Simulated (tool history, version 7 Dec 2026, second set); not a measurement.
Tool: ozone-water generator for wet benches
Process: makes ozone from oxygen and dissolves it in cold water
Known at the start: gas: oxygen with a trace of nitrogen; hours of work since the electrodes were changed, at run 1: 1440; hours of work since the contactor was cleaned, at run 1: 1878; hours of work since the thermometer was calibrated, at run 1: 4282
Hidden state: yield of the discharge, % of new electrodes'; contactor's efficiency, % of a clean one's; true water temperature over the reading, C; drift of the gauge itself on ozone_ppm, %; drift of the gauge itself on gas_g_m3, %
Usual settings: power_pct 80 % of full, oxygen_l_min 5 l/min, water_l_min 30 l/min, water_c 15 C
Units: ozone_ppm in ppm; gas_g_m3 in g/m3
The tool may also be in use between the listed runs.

| run | hour | power_pct | oxygen_l_min | water_l_min | water_c | hours of work since the electrodes were changed | hours of work since the contactor was cleaned | hours of work since the thermometer was calibrated | ozone_ppm | gas_g_m3 |
|---|---|---|---|---|---|---|---|---|---|---|
| 1 | 0 | 80 | 5 | 30 | 15 | 1440 | 1878 | 4282 | 21.2 | 253.6 |
| 2 | 46.8 | 80 | 6.09 | 30 | 15 | 1481 | 1920 | 4324 | 22.1 | 238 |
| 3 | 88.9 | 80 | 5 | 30 | 15 | 1519 | 1957 | 4361 | 21.3 | 253.6 |
| 4 | 135.4 | 80 | 5 | 30 | 15 | 1560 | 1998 | 4402 | 21.4 | 253.5 |
| 5 | 157.5 | 80 | 5 | 30 | 15 | 1579 | 2018 | 4422 | 21 | 252.2 |
| 6 | 206.7 | 51 | 5 | 30 | 15 | 1623 | 2062 | 4466 | 15.9 | 187.9 |
| 7 | 248.2 | 51 | 5 | 30 | 15 | 1660 | 2099 | 4502 | 16.1 | 191.2 |
| 8 | 289 | 80 | 7.29 | 30 | 15 | 1696 | 2135 | 4539 | 24.1 | 221 |
| 9 | 315.3 | 80 | 7.29 | 30 | 15 | 1719 | 2158 | 4562 | 23.5 | 222 |
| 10 | 368.5 | 52 | 7.29 | 30 | 15 | 1767 | 2205 | 4609 | 17.9 | 169.1 |
| 11 | 390 | 52 | 7.29 | 30 | 15 | 1786 | 2224 | 4628 | 17.8 | 168 |
| 12 | 433.1 | 52 | 7.29 | 30 | 15 | 1824 | 2263 | 4667 | 18 | 170.6 |
| 13 | 457.7 | 76 | 5 | 44 | 17 | 1846 | 2284 | 4688 | 14.3 | 248.2 |
| 14 | 494.2 | 76 | 5 | 44 | 17 | 1878 | 2317 | 4721 | 14.1 | 243.6 |
| 15 | 517 | 76 | 5 | 44 | 17 | 1898 | 2337 | 4741 | 14 | 247.6 |
| 16 | 540.1 | 74 | 5 | 30 | 23 | 1919 | 2358 | 4761 | 18.8 | 243.7 |
| 17 | 589.5 | 87 | 7.54 | 21 | 15 | 1963 | 2401 | 4805 | 32.6 | 234.1 |
| 18 | 611.3 | 87 | 7.54 | 21 | 15 | 1982 | 2421 | 4825 | 32.4 | 233.9 |
| 19 | 654.1 | 87 | 7.54 | 21 | 15 | 2020 | 2459 | 4863 | 32.8 | 232.4 |
| 20 | 676 | 74 | 7.38 | 30 | 16 | 2040 | 2478 | 4882 | 22 | 211.5 |
| 21 | 723.2 | 80 | 4.88 | 30 | 15 | 2081 | 2520 | 4924 | 21.2 | 261.8 |
| 22 | 761.9 | 80 | 3.21 | 23 | 15 | 2116 | 2554 | 4958 | 23.3 | 301.7 |
| 23 | 807.2 | 83 | 7.35 | 31 | 7 | 2156 | 2595 | 4998 | 25.7 | 233 |

Forecast each of these 3 alternatives for the next run:
| A | 849.7 | 74 | 5 | 41 | 15 | 2194 | 2632 | 5036 | ? | ? |
| B | 849.7 | 85 | 4.89 | 30 | 10 | 2194 | 2632 | 5036 | ? | ? |
| C | 849.7 | 75 | 7.35 | 31 | 8 | 2194 | 2632 | 5036 | ? | ? |

| run | ozone_ppm | gas_g_m3 |
|---|---|---|
| A | 15.5 | 246.4 |
| B | 22.9 | 270.1 |
| C | 24.1 | 215.8 |
Without the tool's hidden state the same runs would have given:
| run | ozone_ppm | gas_g_m3 |
|---|---|---|
| A | 15.5 | 240.7 |
| B | 22.9 | 263.8 |
| C | 24.1 | 210.9 |
